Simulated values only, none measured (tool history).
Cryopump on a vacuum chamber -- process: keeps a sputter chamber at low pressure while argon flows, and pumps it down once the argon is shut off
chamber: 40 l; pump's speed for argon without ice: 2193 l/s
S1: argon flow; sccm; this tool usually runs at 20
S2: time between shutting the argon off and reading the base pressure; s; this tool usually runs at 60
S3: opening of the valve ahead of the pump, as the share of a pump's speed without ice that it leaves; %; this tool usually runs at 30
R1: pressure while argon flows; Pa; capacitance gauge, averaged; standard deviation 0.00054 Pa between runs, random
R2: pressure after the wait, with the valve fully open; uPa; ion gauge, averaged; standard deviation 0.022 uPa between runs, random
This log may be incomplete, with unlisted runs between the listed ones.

run	day	S1	S2	S3	R1	R2
1	0	20	60	30	0.0519	1.22
2	0.812	20	60	30	0.0516	1.21
3	1.562	20	60	60	0.0262	1.32
4	2.325	17	60	30	0.0439	1.25
5	2.892	17	60	30	0.0441	1.3
6	3.388	20	60	30	0.0532	1.34
7	3.862	20	60	30	0.052	1.29
8	4.571	20	60	30	0.0522	1.32
9	5.129	20	60	30	0.0517	1.31
10	5.775	20	60	25	0.0625	1.29
11	6.379	20	60	25	0.0631	1.3
12	7.138	20	36	25	0.0618	1.72
13	7.742	20	36	25	0.0635	1.72
14	8.283	20	36	25	0.0632	1.7
15	8.925	10	36	25	0.0314	1.68
16	9.704	10	36	25	0.0316	1.69
17	10.517	10	36	25	0.032	1.73
18	11.292	24	29	28	0.0669	2.02
19	11.7	24	29	28	0.0671	1.91
20	12.496	24	29	28	0.0678	1.97
21	13.271	24	29	28	0.0682	1.95
22	13.804	16	264	56	0.0231	1.07
23	14.454	16	264	56	0.0231	1.03
24	14.917	16	264	56	0.0237	1.02
25	15.779	16	264	56	0.0237	1.09
26	16.475	20	60	24	0.0663	1.49
27	16.833	33	172	30	0.0878	1.21
28	17.204	10	90	30	0.0269	1.33
29	18.004	9	60	30	0.024	1.53
30	18.688	15	23	30	0.0409	2.39
31	19.167	20	54	20	0.0787	1.56
32	19.896	10	22	22	0.0365	2.48
33	20.375	10	22	22	0.0369	2.44

Had the tool no unlogged condition, and each run kept its random variation, what would the results have been?
Hidden conditions of the tool in this case: pump's speed, % of a pump's without ice; cold plate's temperature, K; leak into the chamber, uPa l/s; drift of the gauge itself on working_pa, %; drift of the gauge itself on base_upa, %.
run	R1	R2
1	0.0515	0.66
2	0.0511	0.65
3	0.0257	0.72
4	0.0433	0.67
5	0.0434	0.69
6	0.0524	0.73
7	0.0512	0.68
8	0.0513	0.69
9	0.0508	0.67
10	0.0615	0.67
11	0.062	0.64
12	0.0606	1.05
13	0.0623	1.02
14	0.0619	1.01
15	0.0308	1.01
16	0.0309	1
17	0.0312	1.02
18	0.0651	1.28
19	0.0652	1.2
20	0.0657	1.24
21	0.0661	1.21
22	0.0216	0.3
23	0.0215	0.24
24	0.0221	0.24
25	0.0221	0.29
26	0.0642	0.68
27	0.0842	0.37
28	0.0257	0.5
29	0.023	0.69
30	0.0391	1.53
31	0.0763	0.71
32	0.0352	1.61
33	0.0356	1.57
